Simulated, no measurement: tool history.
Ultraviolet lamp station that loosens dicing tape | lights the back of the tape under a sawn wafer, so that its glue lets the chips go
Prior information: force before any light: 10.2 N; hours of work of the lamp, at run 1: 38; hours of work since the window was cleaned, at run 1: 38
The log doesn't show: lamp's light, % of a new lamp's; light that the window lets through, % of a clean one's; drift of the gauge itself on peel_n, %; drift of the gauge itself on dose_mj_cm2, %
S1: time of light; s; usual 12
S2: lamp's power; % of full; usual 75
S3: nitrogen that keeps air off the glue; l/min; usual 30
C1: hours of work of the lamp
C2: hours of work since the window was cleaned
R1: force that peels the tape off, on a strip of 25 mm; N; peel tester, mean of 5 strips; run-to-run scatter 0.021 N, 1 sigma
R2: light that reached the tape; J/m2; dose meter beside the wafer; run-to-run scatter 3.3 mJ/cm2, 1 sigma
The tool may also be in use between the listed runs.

| run | hour | S1 | S2 | S3 | C1 | C2 | R1 | R2 |
|---|---|---|---|---|---|---|---|---|
| 1 | 0.0 | 12 | 75 | 30 | 38 | 38 | 1.130 | 4940 |
| 2 | 17.7 | 21 | 75 | 30 | 48 | 48 | 0.243 | 8730 |
| 3 | 27.2 | 21 | 92 | 30 | 53 | 53 | 0.160 | 10680 |
| 4 | 42.0 | 13 | 75 | 30 | 62 | 62 | 0.934 | 5290 |
| 5 | 59.7 | 13 | 75 | 30 | 72 | 72 | 0.926 | 5310 |
| 6 | 77.3 | 12 | 75 | 27 | 81 | 81 | 1.202 | 4850 |
| 7 | 94.9 | 12 | 69 | 27 | 91 | 91 | 1.419 | 4460 |
| 8 | 104.5 | 12 | 69 | 27 | 97 | 97 | 1.428 | 4420 |
|  | 106.1 | window cleaned of glue's vapour |
| 9 | 123.1 | 12 | 97 | 27 | 107 | 9 | 0.730 | 6190 |
| 10 | 138.0 | 6 | 65 | 37 | 115 | 18 | 3.897 | 2040 |
| 11 | 157.0 | 14 | 79 | 30 | 126 | 28 | 0.761 | 5730 |
|  | 158.7 | window cleaned of glue's vapour, once more |
| 12 | 168.5 | 16 | 91 | 30 | 132 | 5 | 0.330 | 7950 |
| 13 | 180.6 | 22 | 71 | 48 | 138 | 12 | 0.214 | 8640 |
| 14 | 196.4 | 17 | 77 | 48 | 147 | 21 | 0.354 | 7170 |
| 15 | 213.7 | 9 | 66 | 30 | 157 | 31 | 2.349 | 3260 |

How the hidden state differs across the entries between the runs, from the last listed run before each to the first after it:
From run 8 to run 9: window cleaned of glue's vapour (hour 106.1)
  lamp's light, % of a new lamp's: 98 -> 97.8; light that the window lets through, % of a clean one's: 96.2 -> 94.5
  measured minus no-state result, R1: +0.154 -> +0.129 N; R2: -270 -> -500 J/m2
From run 11 to run 12: window cleaned of glue's vapour, once more (hour 158.7)
  lamp's light, % of a new lamp's: 97.5 -> 97.4; light that the window lets through, % of a clean one's: 93.7 -> 99.6
  measured minus no-state result, R1: +0.151 -> +0.026 N; R2: -540 -> -240 J/m2
